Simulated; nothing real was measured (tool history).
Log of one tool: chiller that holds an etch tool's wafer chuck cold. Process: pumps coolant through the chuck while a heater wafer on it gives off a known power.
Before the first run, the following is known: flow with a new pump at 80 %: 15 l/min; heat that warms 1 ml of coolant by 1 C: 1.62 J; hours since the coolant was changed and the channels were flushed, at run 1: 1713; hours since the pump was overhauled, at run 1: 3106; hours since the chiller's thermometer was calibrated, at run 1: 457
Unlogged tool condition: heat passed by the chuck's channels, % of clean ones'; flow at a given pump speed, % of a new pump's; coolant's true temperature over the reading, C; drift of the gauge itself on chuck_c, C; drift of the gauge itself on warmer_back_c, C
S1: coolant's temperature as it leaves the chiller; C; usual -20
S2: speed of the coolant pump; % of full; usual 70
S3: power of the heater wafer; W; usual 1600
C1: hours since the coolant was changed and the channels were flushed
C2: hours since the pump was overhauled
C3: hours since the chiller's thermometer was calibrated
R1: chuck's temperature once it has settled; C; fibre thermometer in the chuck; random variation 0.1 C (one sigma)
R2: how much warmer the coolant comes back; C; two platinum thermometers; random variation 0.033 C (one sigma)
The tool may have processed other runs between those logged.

run     day   S1  S2    S3    C1    C2    C3     R1    R2
  1       0  -20  70  1600  1713  3106   457   -7.1  4.61
  2   2.225  -20  70  1040  1766  3160   510  -11.7  3.04
  3   4.688  -20  70  1600  1825  3219   569   -7.1  4.57
  4   6.392  -20  70  1600  1866  3260   610   -7.1  4.57
  5   9.871  -20  70  1600  1950  3343   693   -7.3  4.59
  6  13.304  -20  70  1600  2032  3426   776   -7.1  4.54
  7  15.775  -20  70  1600  2091  3485   835   -7.2  4.53
  8  17.988  -20  70  1600  2145  3538   888   -7.2  4.54
  9  20.279  -20  70  1600  2199  3593   943   -7.2  4.58
 10  22.088  -20  70  1600  2243  3637   987   -6.9  4.56
 11  25.117  -20  70  1573  2316  3709  1059   -7.6  4.47
 12  28.238  -20  70  1573  2390  3784  1134   -7.3  4.43
 13  31.475  -21  70  1917  2468  3862  1212   -5.6  5.47
 14  33.283  -26  70  1606  2512  3905  1255  -13.3  4.55
 15  36.721  -26  70  1994  2594  3988  1338  -10.1  5.66
 16  39.267  -13  77  1600  2655  4049  1399     -1  4.12
 17  40.708  -24  99  1182  2690  4083  1434  -16.8  2.27
 18  42.458  -24  99  1182  2732  4125  1476  -16.7  2.33
 19  44.642  -19  99  1182  2784  4178  1528  -11.8  2.29
 20  46.529  -19  99  1182  2829  4223  1573  -11.5  2.31
 21  47.996  -22  92  1076  2865  4258  1609    -15  2.27
 22    50.4  -22  92  1076  2922  4316  1666  -15.1  2.26
 23  53.642  -20  77  1548  3000  4394  1744   -8.5  3.94

Each row is a separate what-if for the run after 23, all from the same tool condition, not one after another. Results?
  A   57  -20  74  1013  3081  4474  1825   ?   ?
  B   57  -12  70   898  3081  4474  1825   ?   ?
  C   57  -20  98  1548  3081  4474  1825   ?   ?
  D   57  -20  70   832  3081  4474  1825   ?   ?
  E   57  -28  98  2285  3081  4474  1825   ?   ?

run     R1    R2
  A  -12.4   2.7
  B   -5.1  2.54
  C  -10.6  3.04
  D  -13.4  2.34
  E  -13.7  4.51
With no hidden state in the tool, these same runs would have given:
run     R1    R2
  A  -12.4  2.69
  B   -5.1  2.53
  C  -10.6  3.04
  D  -13.4  2.34
  E  -13.7   4.5
